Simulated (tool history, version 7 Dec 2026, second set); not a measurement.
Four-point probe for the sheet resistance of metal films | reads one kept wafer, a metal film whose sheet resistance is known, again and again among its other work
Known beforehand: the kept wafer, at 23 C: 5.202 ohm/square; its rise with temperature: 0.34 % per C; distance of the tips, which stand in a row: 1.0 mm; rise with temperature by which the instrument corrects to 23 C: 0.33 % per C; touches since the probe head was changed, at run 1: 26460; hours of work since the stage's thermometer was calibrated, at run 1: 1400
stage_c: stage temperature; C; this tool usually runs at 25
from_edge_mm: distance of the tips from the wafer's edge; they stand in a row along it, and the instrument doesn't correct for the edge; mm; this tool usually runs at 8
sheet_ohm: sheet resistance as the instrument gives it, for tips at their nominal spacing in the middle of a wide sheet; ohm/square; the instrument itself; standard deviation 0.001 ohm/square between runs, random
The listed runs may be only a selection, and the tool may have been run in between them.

| run | hour | stage_c | from_edge_mm | touches since the probe head was changed | hours of work since the stage's thermometer was calibrated | sheet_ohm |
|---|---|---|---|---|---|---|
| 1 | 0 | 25 | 8 | 26460 | 1400 | 5.267086 |
| 2 | 47.9 | 25 | 8 | 28816 | 1427 | 5.266429 |
| 3 | 100.5 | 25 | 8 | 31404 | 1457 | 5.264563 |
| 4 | 138.5 | 20 | 8 | 33275 | 1479 | 5.263206 |
| 5 | 209.1 | 20 | 8 | 36744 | 1520 | 5.263977 |
| 6 | 288 | 20 | 8 | 40624 | 1565 | 5.261537 |
| 7 | 366 | 20 | 8 | 44465 | 1610 | 5.262642 |
| 8 | 412.4 | 25 | 38 | 46745 | 1637 | 5.221566 |
| 9 | 474.1 | 25 | 38 | 49779 | 1673 | 5.220547 |
| 10 | 545.9 | 25 | 8 | 53312 | 1714 | 5.263533 |
| 11 | 600.2 | 25 | 8 | 55984 | 1745 | 5.261031 |
| 12 | 653.3 | 25 | 53 | 58594 | 1776 | 5.218882 |
| 13 | 724.6 | 25 | 8 | 62103 | 1817 | 5.260624 |
| 14 | 774.1 | 25 | 8 | 64538 | 1846 | 5.259175 |
| 15 | 809.9 | 25 | 8 | 66300 | 1866 | 5.259616 |
| 16 | 864.4 | 25 | 8 | 68979 | 1898 | 5.258408 |
| 17 | 936.2 | 25 | 8 | 72513 | 1939 | 5.259004 |
| 18 | 970.3 | 25 | 8 | 74192 | 1959 | 5.259124 |
| 19 | 1032.1 | 25 | 8 | 77229 | 1994 | 5.260886 |
| 20 | 1067.4 | 25 | 8 | 78967 | 2015 | 5.256545 |
| 21 | 1146.4 | 25 | 8 | 82851 | 2060 | 5.25628 |
| 22 | 1185.2 | 25 | 8 | 84761 | 2083 | 5.257676 |
| 23 | 1249.3 | 19 | 8 | 87916 | 2119 | 5.25181 |
| 24 | 1292.8 | 21 | 49 | 90052 | 2144 | 5.211286 |
| 25 | 1370.4 | 30 | 11 | 93873 | 2189 | 5.237843 |
| 26 | 1447 | 35 | 73 | 97639 | 2233 | 5.216675 |
| 27 | 1480.1 | 22 | 13 | 99268 | 2252 | 5.224031 |
| 28 | 1546.4 | 32 | 8 | 102529 | 2291 | 5.255583 |
| 29 | 1601.3 | 20 | 4 | 105229 | 2322 | 5.375036 |
| 30 | 1635.7 | 20 | 4 | 106922 | 2342 | 5.375339 |
| 31 | 1702.5 | 20 | 4 | 110206 | 2381 | 5.376955 |
| 32 | 1775.3 | 20 | 11 | 113787 | 2423 | 5.226559 |
| 33 | 1812.5 | 27 | 7 | 115619 | 2444 | 5.265214 |
|  | 1841.8 | stage's thermometer calibrated |
| 34 | 1883.8 | 32 | 11 | 119099 | 24 | 5.229021 |
| 35 | 1925 | 25 | 19 | 121127 | 48 | 5.209852 |
| 36 | 1984.8 | 32 | 25 | 124071 | 82 | 5.207469 |
| 37 | 2051.4 | 25 | 75 | 127344 | 121 | 5.200814 |
| 38 | 2098.9 | 31 | 45 | 129684 | 148 | 5.204616 |
| 39 | 2161.5 | 29 | 24 | 132761 | 184 | 5.205668 |
| 40 | 2206.9 | 26 | 4 | 134994 | 210 | 5.368137 |
| 41 | 2242.9 | 26 | 4 | 136766 | 231 | 5.369789 |
| 42 | 2296.3 | 25 | 17 | 139392 | 262 | 5.208343 |
| 43 | 2333.5 | 25 | 17 | 141221 | 283 | 5.206889 |
| 44 | 2397.1 | 20 | 13 | 144353 | 320 | 5.209787 |

Forecast each of these 3 alternatives for the next run:
| A | 2447 | 20 | 33 | 146805 | 349 | ? |
| B | 2447 | 24 | 8 | 146805 | 349 | ? |
| C | 2447 | 20 | 9 | 146805 | 349 | ? |

| run | sheet_ohm |
|---|---|
| A | 5.194948 |
| B | 5.238563 |
| C | 5.227778 |
The same runs, with their run-to-run variation unchanged, on a tool lacking any hidden condition would have given:
| run | sheet_ohm |
|---|---|
| A | 5.201671 |
| B | 5.245366 |
| C | 5.23454 |
